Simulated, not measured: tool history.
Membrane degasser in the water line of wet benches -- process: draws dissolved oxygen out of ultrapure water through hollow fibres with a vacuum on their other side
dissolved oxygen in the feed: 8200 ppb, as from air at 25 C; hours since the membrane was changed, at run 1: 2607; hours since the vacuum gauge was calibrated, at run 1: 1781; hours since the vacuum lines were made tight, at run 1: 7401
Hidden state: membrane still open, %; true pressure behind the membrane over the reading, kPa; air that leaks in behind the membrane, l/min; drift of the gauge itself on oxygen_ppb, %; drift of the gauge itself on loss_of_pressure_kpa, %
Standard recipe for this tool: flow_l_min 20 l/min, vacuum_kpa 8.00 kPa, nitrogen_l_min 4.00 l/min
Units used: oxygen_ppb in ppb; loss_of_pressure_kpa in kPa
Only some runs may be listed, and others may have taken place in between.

run    hour  flow_l_min  vacuum_kpa  nitrogen_l_min  hours since the membrane was changed  hours since the vacuum gauge was calibrated  hours since the vacuum lines were made tight  oxygen_ppb  loss_of_pressure_kpa
  1     0.0          20        8.00            4.00                                  2607                                         1781                                          7401        73.8                 65.03
  2    90.7          20        8.00            4.00                                  2698                                         1872                                          7491        72.9                 64.66
  3   171.7          20        8.00            4.00                                  2779                                         1953                                          7572        71.4                 64.81
  4   238.8          20        5.69            4.00                                  2846                                         2020                                          7640        46.2                 64.63
  5   355.7          20        5.69            4.00                                  2963                                         2137                                          7757        46.9                 64.89
  6   422.3          20        5.69            4.00                                  3029                                         2203                                          7823        45.6                 64.58
  7   532.3          20        5.69            4.00                                  3139                                         2313                                          7933        45.3                 64.96
  8   657.5          20        5.69            4.00                                  3264                                         2439                                          8058        45.5                 64.66
  9   749.5          20        8.00            4.45                                  3356                                         2531                                          8150        69.2                 65.22
 10   815.9          13        8.00            4.00                                  3423                                         2597                                          8217        43.9                 42.23
 11   889.9          13        8.00            4.00                                  3497                                         2671                                          8291        45.0                 42.25
 12   979.6          13        8.00            4.00                                  3586                                         2761                                          8380        44.6                 42.23
 13  1037.6          16        8.00            4.00                                  3644                                         2819                                          8438        57.1                 51.50
 14  1135.4          16        8.00            4.00                                  3742                                         2917                                          8536        56.4                 51.84
 15  1254.7          16        8.00            4.00                                  3862                                         3036                                          8656        56.1                 51.69
 16  1363.2          16       11.07            4.00                                  3970                                         3144                                          8764        87.0                 51.94
 17  1443.0          16       11.07            4.00                                  4050                                         3224                                          8844        86.7                 51.67

Expected results for the next run?
 18  1511.8          16        5.87            4.52                                  4119                                         3293                                          8913           ?                     ?

{"run 18": {"oxygen_ppb": 33.0, "loss_of_pressure_kpa": 51.84}}
If the tool had no hidden condition, the same run with the same run-to-run variation would have returned oxygen_ppb 32.9 ppb, loss_of_pressure_kpa 51.82 kPa.
